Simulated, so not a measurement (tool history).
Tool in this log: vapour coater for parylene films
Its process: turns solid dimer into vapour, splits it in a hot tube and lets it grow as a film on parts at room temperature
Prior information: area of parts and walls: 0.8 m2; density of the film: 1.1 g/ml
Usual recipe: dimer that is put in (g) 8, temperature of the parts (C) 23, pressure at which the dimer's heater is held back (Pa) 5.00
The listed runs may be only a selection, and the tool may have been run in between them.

run    hour  dimer that is put in (g)  temperature of the parts (C)  pressure at which the dimer's heater is held back (Pa)  thickness of the film (µm)
  1     0.0                         8                            23                                                    5.00                        5.87
  2    61.8                         8                            23                                                    5.00                        5.77
  3    93.5                         5                            23                                                    5.00                        3.58
  4   156.7                         5                            23                                                    5.00                        3.43
  5   216.8                         8                            23                                                    5.00                        5.55
      271.1  -- trap's valve overhauled
  6   274.8                         8                            23                                                    5.00                        6.04
  7   344.6                         8                            23                                                    5.00                        5.82
  8   384.4                         8                            23                                                    2.80                        6.29
  9   441.3                         8                            33                                                    2.80                        5.23
 10   485.8                         8                            33                                                    2.80                        5.29
 11   554.4                         8                            33                                                    2.80                        5.16
 12   628.0                         3                            23                                                    5.00                        2.05
 13   666.6                         7                            23                                                    5.00                        4.75
      695.2  -- trap's valve overhauled
 14   705.2                         6                            23                                                    5.00                        4.47
 15   746.9                         6                            23                                                    5.00                        4.45
      775.6  -- table's thermometer calibrated
 16   800.7                         6                            23                                                    5.00                        4.50
 17   876.1                         8                            23                                                    4.96                        5.85
 18   931.3                         8                            23                                                    4.96                        5.82
 19  1006.3                         8                            23                                                    3.03                        6.08
 20  1052.9                         8                            23                                                    4.08                        5.84
     1119.1  -- trap's valve overhauled
 21  1131.9                         8                            23                                                    4.08                        6.19
 22  1206.4                         8                            23                                                    5.00                        5.94
 23  1260.2                         8                            23                                                    5.00                        5.79
 24  1331.4                         8                            23                                                    5.00                        5.68
 25  1374.3                        11                            23                                                    8.19                        7.28
 26  1410.3                         3                            22                                                    8.19                        2.03
 27  1486.7                         3                            22                                                    3.18                        2.27
 28  1522.0                         6                            34                                                   11.02                        3.07
     1539.9  -- trap's valve overhauled
 29  1599.9                         3                            22                                                    3.55                        2.38
 30  1641.5                         6                            25                                                    6.91                        4.13
 31  1692.1                         8                            23                                                    5.00                        5.80
 32  1760.4                         8                            24                                                   11.01                        5.04
 33  1813.4                         8                            23                                                    2.83                        6.14
 34  1853.0                         8                            23                                                    2.83                        6.04
 35  1914.3                         8                            23                                                    2.83                        5.93
     1964.6  -- trap's valve overhauled
 36  1982.0                         8                            23                                                    2.84                        6.43
 37  2043.4                         8                            23                                                    2.84                        6.41
 38  2114.6                         8                            21                                                    2.47                        6.65
     2130.7  -- table's thermometer calibrated
 39  2160.7                         4                            24                                                    2.09                        3.19
 40  2202.9                         4                            24                                                    2.09                        3.15
 41  2260.8                         6                            24                                                    8.84                        3.92
 42  2323.3                        13                            19                                                    4.13                       10.17
 43  2365.1                         4                            22                                                    9.57                        2.56
     2388.4  -- trap's valve overhauled
 44  2418.3                         4                            23                                                    5.00                        3.01
 45  2461.1                         4                            22                                                    2.41                        3.38
 46  2532.6                         4                            28                                                    3.48                        2.81
 47  2583.7                         4                            30                                                   11.35                        2.31

Subtracting, for every run, the result it would have given without the tool's unlogged condition from the measured result gives the following. The same run-to-run variation enters both numbers; the gauge's scatter may not:
Hidden conditions of the tool in this case: vapour lost through the trap's worn valve, %; true temperature of the parts over the reading, C; drift of the gauge itself on film_um, %.
run  thickness of the film (µm)
  1                       -0.22
  2                       -0.31
  3                       -0.22
  4                       -0.27
  5                       -0.52
  6                       -0.10
  7                       -0.19
  8                       -0.26
  9                       -0.30
 10                       -0.35
 11                       -0.45
 12                       -0.22
 13                       -0.55
 14                       -0.09
 15                       -0.12
 16                       -0.11
 17                       -0.25
 18                       -0.33
 19                       -0.46
 20                       -0.51
 21                       -0.08
 22                       -0.19
 23                       -0.26
 24                       -0.35
 25                       -0.53
 26                       -0.16
 27                       -0.22
 28                       -0.34
 29                       -0.06
 30                       -0.14
 31                       -0.28
 32                       -0.33
 33                       -0.48
 34                       -0.53
 35                       -0.62
 36                       -0.15
 37                       -0.24
 38                       -0.37
 39                       -0.16
 40                       -0.19
 41                       -0.29
 42                       -0.90
 43                       -0.26
 44                       -0.06
 45                       -0.10
 46                       -0.13
 47                       -0.13

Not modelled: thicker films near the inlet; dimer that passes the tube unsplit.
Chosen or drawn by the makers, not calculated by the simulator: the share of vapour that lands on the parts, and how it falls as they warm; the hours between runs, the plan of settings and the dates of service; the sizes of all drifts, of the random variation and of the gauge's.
